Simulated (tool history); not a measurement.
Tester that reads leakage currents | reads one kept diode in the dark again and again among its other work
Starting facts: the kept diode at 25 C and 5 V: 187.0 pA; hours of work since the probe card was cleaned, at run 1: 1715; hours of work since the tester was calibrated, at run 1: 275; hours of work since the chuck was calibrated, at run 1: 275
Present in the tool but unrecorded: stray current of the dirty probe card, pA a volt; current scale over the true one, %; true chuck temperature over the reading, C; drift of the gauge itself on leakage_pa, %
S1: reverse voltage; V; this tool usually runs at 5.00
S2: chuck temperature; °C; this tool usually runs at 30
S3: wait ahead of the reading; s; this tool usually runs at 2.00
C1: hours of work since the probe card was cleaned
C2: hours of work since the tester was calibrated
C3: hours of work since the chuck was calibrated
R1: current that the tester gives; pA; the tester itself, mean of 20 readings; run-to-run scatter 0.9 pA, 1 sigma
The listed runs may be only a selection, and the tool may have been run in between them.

run    hour     S1  S2    S3    C1    C2   C3       R1
  1     0.0   5.00  30  2.00  1715   275  275   302.87
  2   125.2   2.08  30  2.00  1813   373  373   202.38
  3   397.1   2.08  30  2.00  2025   585  585   202.60
      487.5  -- chuck's temperature calibrated
  4   659.4   2.08  30  2.00  2228   789  134   203.19
  5   916.0   2.08  30  2.51  2429   989  335   202.21
  6  1168.6   2.08  30  2.51  2626  1186  532   203.84
     1315.7  -- chuck's temperature calibrated
  7  1437.0   2.08  30  2.51  2834  1395   95   203.52
  8  1663.8   8.69  30  2.51  3012  1572  272   386.01
  9  1853.1  11.36  30  2.00  3159  1720  420   436.37
     1971.1  -- probe card cleaned and baked
 10  1995.3   5.00  30  2.00    19  1828  529   300.49
     2144.4  -- chuck's temperature calibrated
 11  2242.5   5.00  30  2.00   210  2020   77   302.45
 12  2416.3   5.00  30  2.00   346  2156  212   302.01
 13  2606.5   5.00  30  2.00   495  2304  361   301.61
 14  2755.4   5.00  30  2.00   611  2421  477   301.73
 15  2944.8   5.00  30  2.00   759  2569  625   301.80
     2972.4  -- chuck's temperature calibrated
 16  3105.0   5.00  29  2.00   883  2692  104   273.57
 17  3379.3   5.00  29  2.00  1097  2906  318   274.52
 18  3509.6   2.80  57  3.74  1199  3008  420  2326.09
 19  3740.5  13.63  49  3.74  1379  3189  600  2485.62
     3802.4  -- chuck's temperature calibrated
 20  4022.7  13.63  49  3.74  1598  3408  172  2480.86
 21  4264.2  13.63  49  3.74  1787  3596  361  2494.52
     4468.7  -- tester calibrated
 22  4477.2   5.84  43  3.59  1952     7  526  1024.39
     4634.4  -- chuck's temperature calibrated
 23  4634.4   2.20  21  4.42  2073   128    0    88.19
 24  4909.3   2.80  26  1.53  2288   343  215   159.49
 25  5102.2   2.80  26  1.53  2438   493  365   158.62
 26  5324.9   1.34  43  1.53  2612   667  539   532.19
     5463.1  -- chuck's temperature calibrated
 27  5463.1   1.34  43  1.53  2719   774    0   529.24
 28  5647.0   1.34  43  1.53  2862   917  144   532.53
 29  5809.3   5.00  30  2.17  2989  1044  270   300.59
 30  6047.9   5.00  30  2.17  3175  1231  457   301.05
     6128.2  -- probe card cleaned and baked
 31  6282.1   5.00  57  3.71   120  1411  637  3017.06

Subtracting, for every run, the result it would have given without the tool's unlogged condition from the measured result gives the following. The same run-to-run variation enters both numbers; the gauge's scatter may not:
run     R1
  1  -0.11
  2  -0.12
  3  -0.21
  4  -0.06
  5  -0.15
  6  -0.23
  7  -0.01
  8  -0.13
  9  -0.27
 10  -0.33
 11  -0.02
 12  -0.11
 13  -0.20
 14  -0.27
 15  -0.35
 16  -0.04
 17  -0.17
 18  -1.75
 19  -2.77
 20  -0.80
 21  -1.68
 22  -1.05
 23  +0.01
 24  -0.05
 25  -0.09
 26  -0.50
 27  +0.00
 28  -0.15
 29  -0.13
 30  -0.23
 31  -3.26
